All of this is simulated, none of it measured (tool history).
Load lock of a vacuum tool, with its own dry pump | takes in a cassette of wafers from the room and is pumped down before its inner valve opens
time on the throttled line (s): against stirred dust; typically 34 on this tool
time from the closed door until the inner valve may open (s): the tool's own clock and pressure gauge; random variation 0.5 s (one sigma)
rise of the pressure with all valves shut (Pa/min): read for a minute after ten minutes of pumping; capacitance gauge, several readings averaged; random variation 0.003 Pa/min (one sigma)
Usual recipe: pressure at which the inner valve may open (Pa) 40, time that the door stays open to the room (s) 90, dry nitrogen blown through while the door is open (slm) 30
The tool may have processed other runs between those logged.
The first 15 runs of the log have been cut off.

run,hour,time on the throttled line (s),pressure at which the inner valve may open (Pa),time that the door stays open to the room (s),dry nitrogen blown through while the door is open (slm),"incoming humidity of the room's air, %",time from the closed door until the inner valve may open (s),rise of the pressure with all valves shut (Pa/min)
16,4379.2,34,40,90,4,48.0,67.9,0.098
17,4622.2,34,70,90,30,42.4,65.3,0.082
18,4824.6,34,70,90,30,45.5,64.4,0.092
19,5067.0,34,70,90,30,44.2,65.7,0.091
20,5389.5,34,49,110,21,40.8,68.2,0.099
21,5645.8,57,67,158,11,42.9,82.6,0.117
22,5914.1,34,66,158,30,44.7,65.4,0.105
23,6176.4,34,66,158,30,43.8,67.1,0.112
24,6543.4,52,64,158,7,45.1,80.8,0.137
25,6970.3,34,56,65,30,46.1,67.7,0.121
26,7306.0,48,56,130,30,45.9,77.9,0.133
27,7609.5,20,56,122,30,40.4,58.1,0.133
28,7878.2,32,29,25,30,46.6,69.9,0.129
29,8156.1,32,30,25,7,46.2,69.0,0.152
30,8468.7,32,30,25,7,41.7,71.4,0.155
31,8770.5,22,40,122,30,44.4,62.7,0.164
32,8964.8,36,40,47,21,42.8,71.3,0.168
33,9177.4,34,33,90,6,45.6,71.3,0.182
34,9517.5,39,33,90,9,42.4,74.6,0.190
35,9881.1,47,44,224,18,45.6,79.5,0.213
36,10236.6,47,44,93,18,45.1,80.2,0.199
37,10609.4,32,44,93,6,40.9,69.0,0.214

Alternative continuations, all from the tool just after run 37; predict every row:
A,10968.4,32,46,93,6,45.0,?,?
B,10968.4,34,40,90,24,47.7,?,?
C,10968.4,32,36,93,7,45.2,?,?

run,time from the closed door until the inner valve may open (s),rise of the pressure with all valves shut (Pa/min)
A,69.1,0.239
B,72.2,0.224
C,72.1,0.229
With the hidden condition removed and each run's random variation left untouched, the same runs would have given:
run,time from the closed door until the inner valve may open (s),rise of the pressure with all valves shut (Pa/min)
A,63.8,0.047
B,66.9,0.037
C,66.5,0.042
